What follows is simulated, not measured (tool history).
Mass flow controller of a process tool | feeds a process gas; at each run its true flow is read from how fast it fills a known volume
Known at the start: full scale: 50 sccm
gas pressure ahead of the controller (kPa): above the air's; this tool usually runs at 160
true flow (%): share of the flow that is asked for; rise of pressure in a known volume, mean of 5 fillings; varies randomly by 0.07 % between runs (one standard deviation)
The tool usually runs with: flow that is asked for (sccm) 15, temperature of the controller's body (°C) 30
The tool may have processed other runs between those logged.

run     day  flow that is asked for (sccm)  gas pressure ahead of the controller (kPa)  temperature of the controller's body (°C)  true flow (%)
  1   0.000                             15                                         160                                         30          97.36
  2   5.971                             15                                         160                                         30          97.29
  3  11.996                             15                                         160                                         30          97.30
  4  17.542                             15                                         160                                         30          97.27
  5  22.650                             12                                         160                                         30          96.79
  6  27.071                             12                                         160                                         30          96.69
  7  33.533                             12                                         160                                         30          96.63
  8  37.579                             15                                         160                                         34          96.83
  9  43.950                             28                                         160                                         30          97.95
 10  47.642                             15                                         170                                         30          96.83
 11  53.571                             15                                         160                                         30          96.74
 12  57.458                             15                                         160                                         30          96.72

For run 13, what comes out?
 13  62.754                             15                                         160                                         30              ?

true flow (%): 96.57
With the hidden condition absent and the run-to-run variation left alone, this run would have shown true flow (%) 98.21.

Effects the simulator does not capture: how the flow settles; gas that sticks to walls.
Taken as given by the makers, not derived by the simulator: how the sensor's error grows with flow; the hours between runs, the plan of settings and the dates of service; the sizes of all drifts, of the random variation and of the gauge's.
